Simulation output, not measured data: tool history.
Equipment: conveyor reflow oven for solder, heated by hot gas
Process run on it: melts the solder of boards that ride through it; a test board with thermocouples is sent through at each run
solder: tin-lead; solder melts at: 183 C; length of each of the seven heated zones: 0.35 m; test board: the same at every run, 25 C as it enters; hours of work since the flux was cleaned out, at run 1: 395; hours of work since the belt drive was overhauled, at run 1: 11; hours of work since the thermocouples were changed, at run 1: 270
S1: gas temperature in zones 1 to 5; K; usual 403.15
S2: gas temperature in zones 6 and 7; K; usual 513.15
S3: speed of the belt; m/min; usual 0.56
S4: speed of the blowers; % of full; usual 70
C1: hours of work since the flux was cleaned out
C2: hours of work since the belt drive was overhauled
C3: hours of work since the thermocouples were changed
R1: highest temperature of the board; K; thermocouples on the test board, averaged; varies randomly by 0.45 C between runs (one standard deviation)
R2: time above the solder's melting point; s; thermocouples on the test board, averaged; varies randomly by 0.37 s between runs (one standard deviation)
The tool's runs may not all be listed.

{"run": 1, "hour": 0.0, "S1": 403.15, "S2": 513.15, "S3": 0.56, "S4": 70, "C1": 395, "C2": 11, "C3": 270, "R1": 495.95, "R2": 57.3}
{"run": 2, "hour": 16.6, "S1": 403.15, "S2": 513.15, "S3": 0.56, "S4": 70, "C1": 404, "C2": 21, "C3": 279, "R1": 496.05, "R2": 57.2}
{"run": 3, "hour": 26.0, "S1": 403.15, "S2": 513.15, "S3": 0.56, "S4": 70, "C1": 410, "C2": 26, "C3": 285, "R1": 495.75, "R2": 57.5}
{"run": 4, "hour": 33.8, "S1": 403.15, "S2": 513.15, "S3": 0.56, "S4": 70, "C1": 414, "C2": 30, "C3": 289, "R1": 495.35, "R2": 57.1}
{"run": 5, "hour": 48.9, "S1": 403.15, "S2": 513.15, "S3": 0.56, "S4": 70, "C1": 423, "C2": 39, "C3": 298, "R1": 495.65, "R2": 57.8}
{"hour": 62.4, "done": "flux residue cleaned out of gas plates and filters"}
{"run": 6, "hour": 71.8, "S1": 391.15, "S2": 513.15, "S3": 0.56, "S4": 70, "C1": 5, "C2": 49, "C3": 308, "R1": 494.05, "R2": 52.6}
{"run": 7, "hour": 89.9, "S1": 391.15, "S2": 513.15, "S3": 0.56, "S4": 70, "C1": 16, "C2": 60, "C3": 318, "R1": 493.65, "R2": 53.1}
{"run": 8, "hour": 99.3, "S1": 391.15, "S2": 513.15, "S3": 0.56, "S4": 70, "C1": 21, "C2": 65, "C3": 324, "R1": 494.05, "R2": 52.3}
{"run": 9, "hour": 115.5, "S1": 403.15, "S2": 513.15, "S3": 0.56, "S4": 53, "C1": 30, "C2": 74, "C3": 333, "R1": 491.55, "R2": 53.7}
{"run": 10, "hour": 132.2, "S1": 403.15, "S2": 513.15, "S3": 0.56, "S4": 53, "C1": 40, "C2": 84, "C3": 343, "R1": 492.15, "R2": 54.5}
{"run": 11, "hour": 140.3, "S1": 403.15, "S2": 513.15, "S3": 0.56, "S4": 53, "C1": 45, "C2": 89, "C3": 347, "R1": 491.85, "R2": 54.5}
{"run": 12, "hour": 157.4, "S1": 403.15, "S2": 513.15, "S3": 0.56, "S4": 53, "C1": 54, "C2": 98, "C3": 357, "R1": 491.75, "R2": 54.4}
{"run": 13, "hour": 169.6, "S1": 403.15, "S2": 513.15, "S3": 0.56, "S4": 70, "C1": 61, "C2": 105, "C3": 364, "R1": 495.55, "R2": 57.7}
{"run": 14, "hour": 177.9, "S1": 403.15, "S2": 513.15, "S3": 0.56, "S4": 70, "C1": 66, "C2": 110, "C3": 369, "R1": 495.35, "R2": 57}
{"run": 15, "hour": 189.2, "S1": 403.15, "S2": 513.15, "S3": 0.56, "S4": 70, "C1": 73, "C2": 117, "C3": 375, "R1": 495.45, "R2": 57.2}
{"run": 16, "hour": 207.4, "S1": 413.15, "S2": 513.15, "S3": 0.56, "S4": 70, "C1": 83, "C2": 127, "C3": 386, "R1": 497.45, "R2": 62}
{"run": 17, "hour": 223.4, "S1": 388.15, "S2": 513.15, "S3": 0.488, "S4": 60, "C1": 92, "C2": 136, "C3": 395, "R1": 496.45, "R2": 62.4}
{"run": 18, "hour": 234.3, "S1": 388.15, "S2": 513.15, "S3": 0.488, "S4": 60, "C1": 98, "C2": 142, "C3": 401, "R1": 495.85, "R2": 62.3}
{"run": 19, "hour": 242.0, "S1": 388.15, "S2": 509.15, "S3": 0.488, "S4": 66, "C1": 103, "C2": 147, "C3": 406, "R1": 493.55, "R2": 61.1}
{"run": 20, "hour": 253.5, "S1": 395.15, "S2": 512.15, "S3": 0.564, "S4": 66, "C1": 109, "C2": 153, "C3": 412, "R1": 491.95, "R2": 52}
{"run": 21, "hour": 269.6, "S1": 395.15, "S2": 512.15, "S3": 0.564, "S4": 68, "C1": 119, "C2": 163, "C3": 421, "R1": 493.55, "R2": 52.5}
{"run": 22, "hour": 280.1, "S1": 413.15, "S2": 513.15, "S3": 0.661, "S4": 70, "C1": 125, "C2": 169, "C3": 427, "R1": 491.65, "R2": 48.5}
{"run": 23, "hour": 297.6, "S1": 413.15, "S2": 513.15, "S3": 0.661, "S4": 70, "C1": 135, "C2": 179, "C3": 437, "R1": 491.85, "R2": 48.8}
{"run": 24, "hour": 306.8, "S1": 409.15, "S2": 518.15, "S3": 0.58, "S4": 52, "C1": 140, "C2": 184, "C3": 443, "R1": 496.35, "R2": 56.7}
{"run": 25, "hour": 318.1, "S1": 390.15, "S2": 513.15, "S3": 0.56, "S4": 70, "C1": 146, "C2": 190, "C3": 449, "R1": 493.65, "R2": 52.4}
{"run": 26, "hour": 326.7, "S1": 390.15, "S2": 513.15, "S3": 0.56, "S4": 70, "C1": 151, "C2": 195, "C3": 454, "R1": 494.05, "R2": 52.7}
{"run": 27, "hour": 345.3, "S1": 390.15, "S2": 513.15, "S3": 0.56, "S4": 70, "C1": 162, "C2": 206, "C3": 465, "R1": 494.35, "R2": 52}
{"run": 28, "hour": 361.2, "S1": 390.15, "S2": 513.15, "S3": 0.56, "S4": 70, "C1": 171, "C2": 215, "C3": 474, "R1": 493.35, "R2": 52.8}
{"run": 29, "hour": 369.6, "S1": 414.15, "S2": 502.15, "S3": 0.563, "S4": 69, "C1": 176, "C2": 220, "C3": 479, "R1": 488.05, "R2": 55.2}
{"run": 30, "hour": 387.7, "S1": 418.15, "S2": 513.15, "S3": 0.56, "S4": 71, "C1": 186, "C2": 230, "C3": 489, "R1": 498.25, "R2": 64.7}

Take each entry between the runs: how does the hidden state at the last listed run before it differ from the hidden state at the first listed run after it?
After run 5, before run 6: flux residue cleaned out of gas plates and filters (hour 62.4)
  heat that the gas passes to the board, % of a clean oven's: 99.7 -> 100

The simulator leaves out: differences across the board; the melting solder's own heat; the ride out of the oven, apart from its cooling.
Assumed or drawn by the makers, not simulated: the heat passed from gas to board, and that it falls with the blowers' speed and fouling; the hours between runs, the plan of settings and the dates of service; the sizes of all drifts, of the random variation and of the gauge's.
